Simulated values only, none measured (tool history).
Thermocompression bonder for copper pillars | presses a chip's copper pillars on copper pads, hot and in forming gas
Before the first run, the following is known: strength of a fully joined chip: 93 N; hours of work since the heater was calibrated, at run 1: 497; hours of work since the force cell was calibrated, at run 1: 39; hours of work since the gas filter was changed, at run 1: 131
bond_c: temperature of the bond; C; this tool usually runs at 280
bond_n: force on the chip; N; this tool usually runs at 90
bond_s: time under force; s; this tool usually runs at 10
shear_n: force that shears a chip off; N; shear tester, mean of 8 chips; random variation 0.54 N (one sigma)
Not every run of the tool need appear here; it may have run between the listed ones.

| run | hour | bond_c | bond_n | bond_s | hours of work since the heater was calibrated | hours of work since the force cell was calibrated | hours of work since the gas filter was changed | shear_n |
|---|---|---|---|---|---|---|---|---|
| 1 | 0.0 | 280 | 90 | 10 | 497 | 39 | 131 | 41.2 |
| 2 | 12.8 | 280 | 90 | 10 | 502 | 44 | 136 | 41.9 |
| 3 | 35.7 | 280 | 90 | 6 | 512 | 54 | 145 | 34.7 |
| 4 | 59.0 | 280 | 90 | 6 | 521 | 63 | 155 | 33.8 |
| 5 | 71.1 | 280 | 90 | 6 | 526 | 68 | 160 | 34.9 |
| 6 | 83.5 | 280 | 90 | 6 | 532 | 73 | 165 | 34.8 |
| 7 | 108.0 | 280 | 59 | 10 | 542 | 84 | 176 | 30.7 |
| 8 | 126.4 | 280 | 116 | 10 | 549 | 91 | 183 | 51.2 |
| 9 | 154.4 | 280 | 90 | 22 | 561 | 103 | 195 | 54.4 |
| 10 | 180.6 | 280 | 91 | 22 | 572 | 114 | 206 | 55.3 |
| 11 | 193.9 | 280 | 88 | 10 | 578 | 119 | 211 | 41.4 |
| 12 | 219.9 | 280 | 88 | 10 | 588 | 130 | 222 | 42.0 |
| 13 | 247.3 | 280 | 88 | 9 | 600 | 142 | 234 | 39.7 |
| 14 | 275.2 | 280 | 115 | 10 | 611 | 153 | 245 | 49.5 |
| 15 | 293.7 | 280 | 115 | 10 | 619 | 161 | 253 | 50.8 |
| 16 | 308.3 | 280 | 115 | 10 | 625 | 167 | 259 | 50.1 |
| 17 | 331.7 | 280 | 90 | 10 | 635 | 177 | 269 | 41.7 |
| 18 | 350.4 | 303 | 81 | 7 | 643 | 185 | 276 | 43.4 |
| 19 | 373.2 | 280 | 74 | 10 | 652 | 194 | 286 | 36.3 |
| 20 | 390.8 | 280 | 90 | 18 | 659 | 201 | 293 | 52.1 |
| 21 | 410.5 | 285 | 90 | 5 | 668 | 210 | 301 | 35.5 |
| 22 | 427.7 | 267 | 86 | 6 | 675 | 217 | 309 | 28.4 |
| 23 | 451.6 | 298 | 70 | 10 | 685 | 227 | 319 | 43.7 |
| 24 | 463.5 | 298 | 70 | 10 | 690 | 232 | 323 | 42.1 |
| 25 | 475.4 | 254 | 61 | 11 | 695 | 237 | 328 | 22.1 |
| 26 | 488.1 | 299 | 103 | 28 | 700 | 242 | 334 | 72.2 |
| 27 | 500.5 | 299 | 103 | 28 | 705 | 247 | 339 | 71.7 |
| 28 | 519.5 | 259 | 89 | 22 | 713 | 255 | 347 | 41.9 |
| 29 | 546.2 | 259 | 89 | 22 | 724 | 266 | 358 | 42.8 |
| 30 | 570.2 | 264 | 68 | 11 | 734 | 276 | 368 | 27.9 |
| 31 | 582.2 | 278 | 94 | 21 | 739 | 281 | 373 | 54.9 |
| 32 | 596.5 | 284 | 98 | 10 | 745 | 287 | 379 | 47.3 |
| 33 | 611.1 | 264 | 59 | 13 | 751 | 293 | 385 | 27.3 |

Forecast each of these 4 alternatives for the next run:
| A | 622.7 | 279 | 59 | 13 | 756 | 298 | 390 | ? |
| B | 622.7 | 255 | 119 | 25 | 756 | 298 | 390 | ? |
| C | 622.7 | 277 | 59 | 13 | 756 | 298 | 390 | ? |
| D | 622.7 | 253 | 71 | 14 | 756 | 298 | 390 | ? |

| run | shear_n |
|---|---|
| A | 33.0 |
| B | 52.0 |
| C | 31.6 |
| D | 26.9 |
Take away the tool's hidden state, keep each run's random variation, and the runs would have read:
| run | shear_n |
|---|---|
| A | 31.0 |
| B | 49.8 |
| C | 29.7 |
| D | 24.8 |

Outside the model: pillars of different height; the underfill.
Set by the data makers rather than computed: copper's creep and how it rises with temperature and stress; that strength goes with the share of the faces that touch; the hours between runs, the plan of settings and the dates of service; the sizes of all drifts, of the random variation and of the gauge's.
